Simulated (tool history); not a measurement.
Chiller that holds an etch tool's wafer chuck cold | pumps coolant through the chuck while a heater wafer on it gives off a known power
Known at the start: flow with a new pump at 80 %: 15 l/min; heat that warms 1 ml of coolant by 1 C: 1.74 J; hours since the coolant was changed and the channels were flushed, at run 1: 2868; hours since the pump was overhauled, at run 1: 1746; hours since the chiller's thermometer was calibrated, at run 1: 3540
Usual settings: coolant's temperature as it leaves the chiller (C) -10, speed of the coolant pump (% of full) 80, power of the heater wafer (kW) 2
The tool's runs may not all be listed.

| run | day | coolant's temperature as it leaves the chiller (C) | speed of the coolant pump (% of full) | power of the heater wafer (kW) | hours since the coolant was changed and the channels were flushed | hours since the pump was overhauled | hours since the chiller's thermometer was calibrated | chuck's temperature once it has settled (C) | how much warmer the coolant comes back (C) |
|---|---|---|---|---|---|---|---|---|---|
| 1 | 0 | -10 | 80 | 2 | 2868 | 1746 | 3540 | 14.3 | 4.71 |
| 2 | 3.358 | -10 | 80 | 2 | 2948 | 1827 | 3620 | 14.4 | 4.69 |
| 3 | 8.933 | -10 | 80 | 2 | 3082 | 1961 | 3754 | 14.4 | 4.7 |
| 4 | 11.925 | -1 | 80 | 2 | 3154 | 2032 | 3826 | 23.4 | 4.73 |
| 5 | 15.242 | -16 | 80 | 2 | 3234 | 2112 | 3906 | 8.5 | 4.7 |
| 6 | 20.517 | -10 | 80 | 1.308 | 3360 | 2239 | 4032 | 6 | 3.12 |
|  | 25.046 | chiller's thermometer calibrated |
| 7 | 25.675 | -10 | 80 | 1.308 | 3483 | 2362 | 15 | 6.3 | 3.13 |
| 8 | 29.783 | -10 | 80 | 2 | 3581 | 2460 | 114 | 15.2 | 4.79 |
| 9 | 34.604 | -17 | 80 | 2 | 3697 | 2576 | 229 | 8.1 | 4.81 |
| 10 | 38.904 | -17 | 80 | 2 | 3800 | 2679 | 333 | 8.3 | 4.83 |
| 11 | 42.825 | -10 | 80 | 2 | 3894 | 2773 | 427 | 15.3 | 4.76 |
| 12 | 46.875 | -10 | 80 | 2 | 3992 | 2870 | 524 | 15.4 | 4.8 |
| 13 | 52.342 | -10 | 80 | 2 | 4123 | 3001 | 655 | 15.5 | 4.8 |
| 14 | 55.429 | -10 | 80 | 2 | 4197 | 3076 | 729 | 15.5 | 4.8 |
| 15 | 58.175 | -10 | 80 | 2 | 4263 | 3142 | 795 | 15.7 | 4.8 |
| 16 | 62.888 | -1 | 80 | 2 | 4376 | 3255 | 908 | 24.5 | 4.82 |
| 17 | 66.817 | -5 | 93 | 1.454 | 4470 | 3349 | 1002 | 11.6 | 3.04 |
| 18 | 69.358 | -5 | 79 | 1.454 | 4531 | 3410 | 1063 | 14 | 3.52 |
| 19 | 73.283 | -5 | 79 | 1.454 | 4625 | 3504 | 1158 | 13.9 | 3.53 |
| 20 | 77.121 | -10 | 66 | 2.056 | 4718 | 3596 | 1250 | 20.9 | 6.01 |
| 21 | 82.071 | -8 | 80 | 2 | 4836 | 3715 | 1369 | 18.1 | 4.84 |
| 22 | 85.146 | -5 | 74 | 2 | 4910 | 3789 | 1442 | 22.7 | 5.3 |
| 23 | 87.454 | -1 | 88 | 1.122 | 4966 | 3844 | 1498 | 12.3 | 2.43 |
| 24 | 92.383 | -5 | 60 | 1.372 | 5084 | 3962 | 1616 | 17.5 | 4.39 |
| 25 | 97.229 | -5 | 74 | 1.721 | 5200 | 4079 | 1732 | 18.9 | 4.5 |
| 26 | 102.521 | -16 | 74 | 1.185 | 5327 | 4206 | 1859 | 0.4 | 3.13 |
| 27 | 105.446 | -10 | 61 | 1.344 | 5397 | 4276 | 1930 | 11.8 | 4.26 |
| 28 | 108.275 | -14 | 78 | 1.592 | 5465 | 4344 | 1997 | 7.6 | 4.04 |
| 29 | 111.275 | -10 | 97 | 2 | 5537 | 4416 | 2069 | 12.8 | 4.04 |
| 30 | 113.75 | -18 | 97 | 1.866 | 5597 | 4475 | 2129 | 3.2 | 3.78 |
| 31 | 117.108 | -18 | 97 | 2.781 | 5677 | 4556 | 2209 | 13.7 | 5.64 |

Forecast each of these 5 alternatives for the next run:
| A | 120.412 | -10 | 80 | 2 | 5757 | 4635 | 2289 | ? | ? |
| B | 120.412 | -10 | 80 | 1.076 | 5757 | 4635 | 2289 | ? | ? |
| C | 120.412 | -19 | 100 | 1.387 | 5757 | 4635 | 2289 | ? | ? |
| D | 120.412 | -18 | 62 | 1.36 | 5757 | 4635 | 2289 | ? | ? |
| E | 120.412 | -12 | 63 | 1.08 | 5757 | 4635 | 2289 | ? | ? |

| run | chuck's temperature once it has settled (C) | how much warmer the coolant comes back (C) |
|---|---|---|
| A | 16.6 | 4.94 |
| B | 4.3 | 2.6 |
| C | -3.5 | 2.71 |
| D | 4 | 4.29 |
| E | 5.1 | 3.3 |
Without the tool's hidden state the same runs would have given:
| run | chuck's temperature once it has settled (C) | how much warmer the coolant comes back (C) |
|---|---|---|
| A | 13.1 | 4.63 |
| B | 2.5 | 2.44 |
| C | -5.5 | 2.54 |
| D | 1.1 | 4.03 |
| E | 2.9 | 3.1 |

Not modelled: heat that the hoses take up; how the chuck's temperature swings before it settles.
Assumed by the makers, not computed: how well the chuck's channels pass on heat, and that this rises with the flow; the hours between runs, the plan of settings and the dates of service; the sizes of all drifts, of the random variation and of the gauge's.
